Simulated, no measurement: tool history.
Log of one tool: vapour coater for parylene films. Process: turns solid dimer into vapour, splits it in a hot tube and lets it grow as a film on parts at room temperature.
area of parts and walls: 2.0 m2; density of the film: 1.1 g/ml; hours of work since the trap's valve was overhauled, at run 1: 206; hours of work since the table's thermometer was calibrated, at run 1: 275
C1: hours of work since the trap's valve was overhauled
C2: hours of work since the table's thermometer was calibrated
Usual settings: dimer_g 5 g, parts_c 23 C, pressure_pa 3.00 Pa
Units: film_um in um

run 1 hour=0.0 | dimer_g=5 parts_c=23 pressure_pa=3.00 | C1=206 C2=275 | film_um=1.12
run 2 hour=17.1 | dimer_g=5 parts_c=23 pressure_pa=3.00 | C1=213 C2=283 | film_um=1.13
run 3 hour=34.4 | dimer_g=5 parts_c=23 pressure_pa=3.00 | C1=220 C2=290 | film_um=1.16
run 4 hour=54.4 | dimer_g=5 parts_c=23 pressure_pa=6.75 | C1=229 C2=298 | film_um=0.95
run 5 hour=72.5 | dimer_g=5 parts_c=23 pressure_pa=6.75 | C1=236 C2=306 | film_um=0.95
run 6 hour=88.1 | dimer_g=4 parts_c=23 pressure_pa=6.75 | C1=243 C2=312 | film_um=0.78
run 7 hour=105.5 | dimer_g=4 parts_c=23 pressure_pa=6.75 | C1=250 C2=320 | film_um=0.76
run 8 hour=119.0 | dimer_g=4 parts_c=23 pressure_pa=6.75 | C1=256 C2=325 | film_um=0.75
run 9 hour=137.7 | dimer_g=4 parts_c=23 pressure_pa=6.75 | C1=264 C2=333 | film_um=0.75
run 10 hour=160.1 | dimer_g=4 parts_c=23 pressure_pa=6.75 | C1=273 C2=342 | film_um=0.75
run 11 hour=174.2 | dimer_g=4 parts_c=23 pressure_pa=6.75 | C1=279 C2=348 | film_um=0.76
-- hour=177.0 table's thermometer calibrated
run 12 hour=184.5 | dimer_g=4 parts_c=23 pressure_pa=6.75 | C1=283 C2=3 | film_um=0.75
run 13 hour=196.3 | dimer_g=5 parts_c=23 pressure_pa=3.00 | C1=288 C2=8 | film_um=1.11
run 14 hour=213.5 | dimer_g=5 parts_c=23 pressure_pa=3.00 | C1=295 C2=15 | film_um=1.12
-- hour=227.4 table's thermometer calibrated, once more
run 15 hour=235.7 | dimer_g=5 parts_c=23 pressure_pa=3.00 | C1=304 C2=4 | film_um=1.11
run 16 hour=252.0 | dimer_g=5 parts_c=18 pressure_pa=3.00 | C1=311 C2=10 | film_um=1.33
run 17 hour=262.3 | dimer_g=2 parts_c=31 pressure_pa=3.00 | C1=315 C2=15 | film_um=0.33
run 18 hour=273.1 | dimer_g=2 parts_c=31 pressure_pa=3.00 | C1=320 C2=19 | film_um=0.35
run 19 hour=295.4 | dimer_g=7 parts_c=27 pressure_pa=3.00 | C1=329 C2=28 | film_um=1.35
run 20 hour=311.5 | dimer_g=4 parts_c=27 pressure_pa=4.34 | C1=336 C2=35 | film_um=0.70
run 21 hour=332.9 | dimer_g=4 parts_c=18 pressure_pa=11.83 | C1=345 C2=44 | film_um=0.78
run 22 hour=346.7 | dimer_g=3 parts_c=23 pressure_pa=4.15 | C1=350 C2=50 | film_um=0.61
run 23 hour=356.1 | dimer_g=8 parts_c=25 pressure_pa=4.15 | C1=354 C2=54 | film_um=1.52
run 24 hour=369.1 | dimer_g=8 parts_c=25 pressure_pa=4.53 | C1=360 C2=59 | film_um=1.50
run 25 hour=391.8 | dimer_g=8 parts_c=25 pressure_pa=4.53 | C1=369 C2=69 | film_um=1.50
-- hour=401.2 trap's valve overhauled
run 26 hour=408.8 | dimer_g=3 parts_c=18 pressure_pa=10.73 | C1=3 C2=74 | film_um=0.67
run 27 hour=420.0 | dimer_g=5 parts_c=15 pressure_pa=3.00 | C1=8 C2=79 | film_um=1.63
run 28 hour=437.2 | dimer_g=2 parts_c=19 pressure_pa=3.61 | C1=15 C2=86 | film_um=0.54

Forecast each of these 5 alternatives for the next run:
run A hour=458.4 | dimer_g=2 parts_c=31 pressure_pa=5.70 | C1=24 C2=95 | film_um=?
run B hour=458.4 | dimer_g=9 parts_c=23 pressure_pa=3.00 | C1=24 C2=95 | film_um=?
run C hour=458.4 | dimer_g=4 parts_c=17 pressure_pa=6.91 | C1=24 C2=95 | film_um=?
run D hour=458.4 | dimer_g=2 parts_c=19 pressure_pa=4.14 | C1=24 C2=95 | film_um=?
run E hour=458.4 | dimer_g=3 parts_c=19 pressure_pa=3.10 | C1=24 C2=95 | film_um=?

run=A film_um=0.29
run=B film_um=2.14
run=C film_um=1.02
run=D film_um=0.53
run=E film_um=0.84
Without the tool's hidden state the same runs would have given:
run=A film_um=0.29
run=B film_um=2.18
run=C film_um=1.04
run=D film_um=0.54
run=E film_um=0.86
